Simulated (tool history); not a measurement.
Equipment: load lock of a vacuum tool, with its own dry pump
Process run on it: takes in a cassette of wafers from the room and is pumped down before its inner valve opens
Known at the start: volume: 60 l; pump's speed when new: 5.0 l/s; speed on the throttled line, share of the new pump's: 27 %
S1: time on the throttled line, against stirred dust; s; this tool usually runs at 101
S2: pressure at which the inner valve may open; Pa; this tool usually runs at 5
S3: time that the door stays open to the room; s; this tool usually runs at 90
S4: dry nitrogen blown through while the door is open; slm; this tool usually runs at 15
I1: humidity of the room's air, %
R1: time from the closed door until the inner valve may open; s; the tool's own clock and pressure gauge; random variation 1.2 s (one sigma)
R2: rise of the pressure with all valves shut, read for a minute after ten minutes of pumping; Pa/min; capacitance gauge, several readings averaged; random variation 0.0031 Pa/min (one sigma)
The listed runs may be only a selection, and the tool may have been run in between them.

{"run": 1, "hour": 0.0, "S1": 101, "S2": 5, "S3": 90, "S4": 15, "I1": 47.3, "R1": 217.9, "R2": 0.28}
{"run": 2, "hour": 408.6, "S1": 101, "S2": 5, "S3": 90, "S4": 15, "I1": 42.9, "R1": 215.5, "R2": 0.287}
{"run": 3, "hour": 909.0, "S1": 101, "S2": 5, "S3": 90, "S4": 15, "I1": 41.9, "R1": 215.8, "R2": 0.305}
{"run": 4, "hour": 1328.1, "S1": 101, "S2": 5, "S3": 90, "S4": 15, "I1": 44.4, "R1": 219.3, "R2": 0.32}
{"run": 5, "hour": 1767.4, "S1": 101, "S2": 5, "S3": 90, "S4": 15, "I1": 42.9, "R1": 219.4, "R2": 0.324}
{"run": 6, "hour": 2312.6, "S1": 101, "S2": 5, "S3": 90, "S4": 15, "I1": 46.4, "R1": 220.6, "R2": 0.361}
{"run": 7, "hour": 2853.3, "S1": 101, "S2": 5, "S3": 90, "S4": 15, "I1": 44.3, "R1": 221.2, "R2": 0.375}
{"run": 8, "hour": 3406.5, "S1": 101, "S2": 5, "S3": 90, "S4": 15, "I1": 50.9, "R1": 222.5, "R2": 0.398}
{"hour": 3540.0, "done": "dry pump taken out, an overhauled one fitted"}
{"run": 9, "hour": 3760.0, "S1": 101, "S2": 5, "S3": 90, "S4": 9, "I1": 45.2, "R1": 195.5, "R2": 0.412}
{"run": 10, "hour": 4176.7, "S1": 101, "S2": 5, "S3": 90, "S4": 9, "I1": 45.1, "R1": 193.9, "R2": 0.432}
{"run": 11, "hour": 4678.3, "S1": 101, "S2": 5, "S3": 90, "S4": 15, "I1": 48.6, "R1": 195.2, "R2": 0.449}
{"run": 12, "hour": 5015.9, "S1": 101, "S2": 5, "S3": 90, "S4": 15, "I1": 46.8, "R1": 197.9, "R2": 0.459}
{"run": 13, "hour": 5538.7, "S1": 101, "S2": 5, "S3": 90, "S4": 15, "I1": 44.1, "R1": 196, "R2": 0.483}
{"run": 14, "hour": 5851.4, "S1": 101, "S2": 5, "S3": 90, "S4": 15, "I1": 44.4, "R1": 197.7, "R2": 0.484}
{"run": 15, "hour": 6162.1, "S1": 151, "S2": 4, "S3": 90, "S4": 35, "I1": 45.3, "R1": 236.9, "R2": 0.491}
{"run": 16, "hour": 6512.9, "S1": 151, "S2": 4, "S3": 90, "S4": 35, "I1": 45.4, "R1": 238.6, "R2": 0.511}
{"run": 17, "hour": 6912.5, "S1": 101, "S2": 5, "S3": 123, "S4": 33, "I1": 47.7, "R1": 200.1, "R2": 0.531}
{"run": 18, "hour": 7465.3, "S1": 101, "S2": 7, "S3": 123, "S4": 13, "I1": 43.8, "R1": 192.9, "R2": 0.578}
{"run": 19, "hour": 7801.1, "S1": 74, "S2": 5, "S3": 31, "S4": 29, "I1": 45.5, "R1": 180.4, "R2": 0.543}
{"run": 20, "hour": 8107.3, "S1": 192, "S2": 5, "S3": 90, "S4": 30, "I1": 43.1, "R1": 263.8, "R2": 0.595}
{"run": 21, "hour": 8411.3, "S1": 101, "S2": 5, "S3": 85, "S4": 15, "I1": 44.8, "R1": 200.7, "R2": 0.618}
{"hour": 8708.2, "done": "door's seal changed, seat wiped"}
{"run": 22, "hour": 9074.0, "S1": 101, "S2": 5, "S3": 113, "S4": 14, "I1": 43.2, "R1": 203.2, "R2": 0.065}
{"run": 23, "hour": 9643.3, "S1": 120, "S2": 5, "S3": 46, "S4": 14, "I1": 43.7, "R1": 216.6, "R2": 0.056}
{"run": 24, "hour": 10269.0, "S1": 120, "S2": 5, "S3": 46, "S4": 14, "I1": 47.9, "R1": 217.3, "R2": 0.065}
{"run": 25, "hour": 10843.0, "S1": 120, "S2": 5, "S3": 46, "S4": 14, "I1": 46.4, "R1": 217.6, "R2": 0.068}

Predict each of these 3 candidate next runs independently; none follows another, all start after run 25:
{"run": "A", "hour": 11264.3, "S1": 101, "S2": 5, "S3": 115, "S4": 15, "I1": 46, "R1": "?", "R2": "?"}
{"run": "B", "hour": 11264.3, "S1": 120, "S2": 6, "S3": 114, "S4": 14, "I1": 44.8, "R1": "?", "R2": "?"}
{"run": "C", "hour": 11264.3, "S1": 120, "S2": 6, "S3": 46, "S4": 14, "I1": 43.4, "R1": "?", "R2": "?"}

run=A R1=204.2 R2=0.101
run=B R1=214.9 R2=0.094
run=C R1=216.9 R2=0.079
Take away the tool's hidden state, keep each run's random variation, and the runs would have read:
run=A R1=191.8 R2=0.07
run=B R1=203.6 R2=0.062
run=C R1=205.4 R2=0.047

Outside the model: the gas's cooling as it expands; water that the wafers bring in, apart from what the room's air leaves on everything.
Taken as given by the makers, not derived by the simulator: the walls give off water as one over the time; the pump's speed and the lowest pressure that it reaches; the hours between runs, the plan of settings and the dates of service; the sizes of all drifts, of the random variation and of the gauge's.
